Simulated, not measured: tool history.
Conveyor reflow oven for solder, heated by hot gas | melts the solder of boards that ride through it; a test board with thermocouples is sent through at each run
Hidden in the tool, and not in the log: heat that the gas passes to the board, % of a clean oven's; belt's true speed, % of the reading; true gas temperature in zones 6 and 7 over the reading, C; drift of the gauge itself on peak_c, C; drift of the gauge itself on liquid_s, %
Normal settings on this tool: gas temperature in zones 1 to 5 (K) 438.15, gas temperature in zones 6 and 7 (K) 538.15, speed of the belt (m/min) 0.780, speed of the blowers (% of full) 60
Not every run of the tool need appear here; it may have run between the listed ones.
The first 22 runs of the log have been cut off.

| run | hour | gas temperature in zones 1 to 5 (K) | gas temperature in zones 6 and 7 (K) | speed of the belt (m/min) | speed of the blowers (% of full) | hours of work since the flux was cleaned out | hours of work since the belt drive was overhauled | hours of work since the thermocouples were changed | highest temperature of the board (K) | time above the solder's melting point (s) |
|---|---|---|---|---|---|---|---|---|---|---|
| 23 | 870.4 | 438.15 | 547.15 | 0.829 | 60 | 158 | 702 | 47 | 522.95 | 34.0 |
| 24 | 917.7 | 425.15 | 538.15 | 0.870 | 60 | 187 | 730 | 76 | 510.45 | 22.3 |
| 25 | 956.0 | 441.15 | 538.15 | 0.870 | 60 | 210 | 754 | 99 | 514.35 | 27.7 |
| 26 | 995.2 | 438.15 | 538.15 | 0.782 | 66 | 234 | 777 | 123 | 519.75 | 35.0 |
| 27 | 1027.9 | 438.15 | 538.15 | 0.782 | 66 | 254 | 797 | 143 | 519.25 | 34.8 |
| 28 | 1051.5 | 438.15 | 535.15 | 0.782 | 66 | 268 | 811 | 157 | 516.65 | 33.5 |
| 29 | 1092.2 | 438.15 | 535.15 | 0.782 | 66 | 293 | 836 | 182 | 516.15 | 33.2 |
| 30 | 1114.7 | 445.15 | 538.15 | 0.780 | 60 | 306 | 850 | 195 | 518.75 | 35.8 |
| 31 | 1157.4 | 445.15 | 538.15 | 0.780 | 60 | 332 | 876 | 221 | 517.85 | 35.6 |
| 32 | 1189.5 | 445.15 | 538.15 | 0.780 | 60 | 352 | 895 | 241 | 518.35 | 35.2 |

What if the next run were any one of these 3? Each begins from the tool's condition after run 32:
| A | 1235.7 | 438.15 | 539.15 | 0.660 | 66 | 380 | 923 | 268 | ? | ? |
| B | 1235.7 | 449.15 | 538.15 | 0.878 | 60 | 380 | 923 | 268 | ? | ? |
| C | 1235.7 | 428.15 | 538.15 | 0.780 | 60 | 380 | 923 | 268 | ? | ? |

| run | highest temperature of the board (K) | time above the solder's melting point (s) |
|---|---|---|
| A | 524.35 | 46.3 |
| B | 514.65 | 29.2 |
| C | 513.95 | 28.8 |
Take away the tool's hidden state, keep each run's random variation, and the runs would have read:
| run | highest temperature of the board (K) | time above the solder's melting point (s) |
|---|---|---|
| A | 526.45 | 46.9 |
| B | 516.85 | 30.4 |
| C | 516.25 | 30.2 |
